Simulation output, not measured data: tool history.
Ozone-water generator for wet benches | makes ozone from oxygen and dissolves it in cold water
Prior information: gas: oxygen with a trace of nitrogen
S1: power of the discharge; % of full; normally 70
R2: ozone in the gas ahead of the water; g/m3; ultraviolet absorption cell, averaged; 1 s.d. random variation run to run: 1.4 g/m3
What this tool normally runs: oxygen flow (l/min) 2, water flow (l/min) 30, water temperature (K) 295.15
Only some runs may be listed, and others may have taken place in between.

Run 1, hour 0: usual settings. Result: dissolved ozone (ppm) 11.2, R2 268.4 g/m3.
Run 2, hour 61.2: usual settings but water temperature (K) 299.15. Result: dissolved ozone (ppm) 10.9, R2 266.7 g/m3.
Run 3, hour 109.1: usual settings. Result: dissolved ozone (ppm) 11, R2 269.2 g/m3.
Run 4, hour 157.1: usual settings. Result: dissolved ozone (ppm) 11.1, R2 269.6 g/m3.
Run 5, hour 215.4: usual settings. Result: dissolved ozone (ppm) 11.1, R2 266.4 g/m3.
Run 6, hour 278.8: usual settings. Result: dissolved ozone (ppm) 11.2, R2 265.6 g/m3.
Run 7, hour 365.4: usual settings. Result: dissolved ozone (ppm) 11.2, R2 268.3 g/m3.
Run 8, hour 433.1: usual settings. Result: dissolved ozone (ppm) 11.3, R2 268.4 g/m3.
Run 9, hour 544.7: usual settings. Result: dissolved ozone (ppm) 11.2, R2 269.2 g/m3.
Run 10, hour 623: usual settings. Result: dissolved ozone (ppm) 11.2, R2 269.8 g/m3.
Run 11, hour 684.9: usual settings. Result: dissolved ozone (ppm) 11.2, R2 270.6 g/m3.
Run 12, hour 744.7: usual settings but water flow (l/min) 34. Result: dissolved ozone (ppm) 9.7, R2 269.3 g/m3.
Run 13, hour 826: usual settings. Result: dissolved ozone (ppm) 11.2, R2 269.2 g/m3.
Run 14, hour 877: usual settings. Result: dissolved ozone (ppm) 11, R2 269 g/m3.
Run 15, hour 963.7: usual settings. Result: dissolved ozone (ppm) 11.2, R2 270.1 g/m3.
Run 16, hour 1054.9: usual settings but oxygen flow (l/min) 1.5, water flow (l/min) 32. Result: dissolved ozone (ppm) 9.6, R2 321.9 g/m3.
Run 17, hour 1138.8: usual settings but water temperature (K) 294.15. Result: dissolved ozone (ppm) 11, R2 271.2 g/m3.
Run 18, hour 1231.1: usual settings but water temperature (K) 294.15. Result: dissolved ozone (ppm) 11.2, R2 271.5 g/m3.
Run 19, hour 1328.1: usual settings but water temperature (K) 294.15. Result: dissolved ozone (ppm) 10.9, R2 267.8 g/m3.
Run 20, hour 1404.4: usual settings but S1 72 % of full, oxygen flow (l/min) 1.75, water temperature (K) 288.15. Result: dissolved ozone (ppm) 11.3, R2 298.5 g/m3.
Run 21, hour 1509.1: usual settings but S1 72 % of full, oxygen flow (l/min) 1.75, water temperature (K) 288.15. Result: dissolved ozone (ppm) 11.3, R2 299.8 g/m3.
Run 22, hour 1603.7: usual settings but S1 46 % of full, oxygen flow (l/min) 3.43, water flow (l/min) 27, water temperature (K) 297.15. Result: dissolved ozone (ppm) 9.8, R2 150.4 g/m3.
Run 23, hour 1680.7: usual settings but water flow (l/min) 20. Result: dissolved ozone (ppm) 16.3, R2 267.9 g/m3.
Run 24, hour 1748.5: usual settings but water flow (l/min) 20. Result: dissolved ozone (ppm) 16.5, R2 268 g/m3.
Run 25, hour 1793.3: usual settings but water flow (l/min) 20. Result: dissolved ozone (ppm) 16.3, R2 270.9 g/m3.
Run 26, hour 1874.3: usual settings but water flow (l/min) 20. Result: dissolved ozone (ppm) 16.4, R2 268.7 g/m3.
Run 27, hour 1951.3: usual settings but S1 91 % of full, water temperature (K) 294.15. Result: dissolved ozone (ppm) 13.1, R2 320.5 g/m3.
Run 28, hour 2008: usual settings but S1 91 % of full, water temperature (K) 294.15. Result: dissolved ozone (ppm) 13.3, R2 319.9 g/m3.
Run 29, hour 2072.4: usual settings but S1 95 % of full, water flow (l/min) 27. Result: dissolved ozone (ppm) 14.9, R2 333.8 g/m3.

Each row is a separate what-if for the run after 29, all from the same tool condition, not one after another. Results?
Run A, hour 2133.9: usual settings but S1 44 % of full, water flow (l/min) 27, water temperature (K) 299.15. Result: dissolved ozone (ppm) ?, R2 ?.
Run B, hour 2133.9: usual settings but S1 99 % of full. Result: dissolved ozone (ppm) ?, R2 ?.
Run C, hour 2133.9: usual settings but oxygen flow (l/min) 1.21, water flow (l/min) 42. Result: dissolved ozone (ppm) ?, R2 ?.

run  dissolved ozone (ppm)     R2
  A                      9  202.4
  B                   13.7  339.4
  C                    6.8  370.4
The same runs, with their run-to-run variation unchanged, on a tool lacking any hidden condition would have given:
run  dissolved ozone (ppm)     R2
  A                      9  198.2
  B                   13.7  332.4
  C                    6.8  362.7
